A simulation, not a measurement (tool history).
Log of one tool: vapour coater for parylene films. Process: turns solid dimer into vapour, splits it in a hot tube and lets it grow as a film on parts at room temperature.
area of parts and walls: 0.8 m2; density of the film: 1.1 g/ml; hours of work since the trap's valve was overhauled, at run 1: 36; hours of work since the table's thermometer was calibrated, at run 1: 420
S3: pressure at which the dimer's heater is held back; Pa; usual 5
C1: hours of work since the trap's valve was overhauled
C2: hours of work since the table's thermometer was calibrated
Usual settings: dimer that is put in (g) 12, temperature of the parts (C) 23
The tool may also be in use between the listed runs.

Run 1, day 0: usual settings; C1 36; C2 420. Result: thickness of the film (µm) 6.99.
Run 2, day 0.767: usual settings; C1 48; C2 432. Result: thickness of the film (µm) 7.12.
Run 3, day 1.812: usual settings but dimer that is put in (g) 13; C1 64; C2 447. Result: thickness of the film (µm) 7.62.
Run 4, day 2.925: usual settings but dimer that is put in (g) 13; C1 81; C2 464. Result: thickness of the film (µm) 7.7.
Run 5, day 3.842: usual settings but dimer that is put in (g) 6; C1 95; C2 479. Result: thickness of the film (µm) 3.51.
Run 6, day 4.892: usual settings but S3 5.62 Pa; C1 111; C2 495. Result: thickness of the film (µm) 6.84.
Run 7, day 5.717: usual settings but S3 5.62 Pa; C1 123; C2 507. Result: thickness of the film (µm) 6.69.
Run 8, day 6.579: usual settings but temperature of the parts (C) 31; C1 136; C2 520. Result: thickness of the film (µm) 5.99.
Run 9, day 7.404: usual settings but temperature of the parts (C) 31; C1 149; C2 533. Result: thickness of the film (µm) 5.97.
Run 10, day 8.279: usual settings but dimer that is put in (g) 7, temperature of the parts (C) 29; C1 162; C2 546. Result: thickness of the film (µm) 3.58.
Run 11, day 8.921: usual settings but dimer that is put in (g) 7, temperature of the parts (C) 29; C1 172; C2 556. Result: thickness of the film (µm) 3.57.
Run 12, day 10.2: usual settings but dimer that is put in (g) 7, temperature of the parts (C) 29; C1 192; C2 576. Result: thickness of the film (µm) 3.55.
Run 13, day 11.583: usual settings but dimer that is put in (g) 7, temperature of the parts (C) 29; C1 213; C2 597. Result: thickness of the film (µm) 3.5.
Run 14, day 12.279: usual settings but dimer that is put in (g) 8, temperature of the parts (C) 17; C1 224; C2 607. Result: thickness of the film (µm) 5.03.
Run 15, day 12.967: usual settings but dimer that is put in (g) 8, temperature of the parts (C) 18, S3 3.71 Pa; C1 234; C2 618. Result: thickness of the film (µm) 5.19.
Run 16, day 14.067: usual settings but dimer that is put in (g) 8, temperature of the parts (C) 19, S3 3.71 Pa; C1 251; C2 635. Result: thickness of the film (µm) 5.09.
Run 17, day 14.996: usual settings but dimer that is put in (g) 13, S3 11.24 Pa; C1 265; C2 649. Result: thickness of the film (µm) 6.48.
Run 18, day 16.212: usual settings but dimer that is put in (g) 13, S3 11.24 Pa; C1 284; C2 668. Result: thickness of the film (µm) 6.31.

Forecast each of these 4 alternatives for the next run:
Run A, day 16.854: usual settings but dimer that is put in (g) 7, S3 2.77 Pa; C1 294; C2 677. Result: thickness of the film (µm) ?.
Run B, day 16.854: usual settings but temperature of the parts (C) 21; C1 294; C2 677. Result: thickness of the film (µm) ?.
Run C, day 16.854: usual settings but dimer that is put in (g) 13, temperature of the parts (C) 27, S3 11.24 Pa; C1 294; C2 677. Result: thickness of the film (µm) ?.
Run D, day 16.854: usual settings but temperature of the parts (C) 31; C1 294; C2 677. Result: thickness of the film (µm) ?.

run  thickness of the film (µm)
  A                        4.38
  B                        6.95
  C                         5.9
  D                        5.71
Without the tool's hidden state the same runs would have given:
run  thickness of the film (µm)
  A                        4.66
  B                        7.39
  C                        6.27
  D                        6.07

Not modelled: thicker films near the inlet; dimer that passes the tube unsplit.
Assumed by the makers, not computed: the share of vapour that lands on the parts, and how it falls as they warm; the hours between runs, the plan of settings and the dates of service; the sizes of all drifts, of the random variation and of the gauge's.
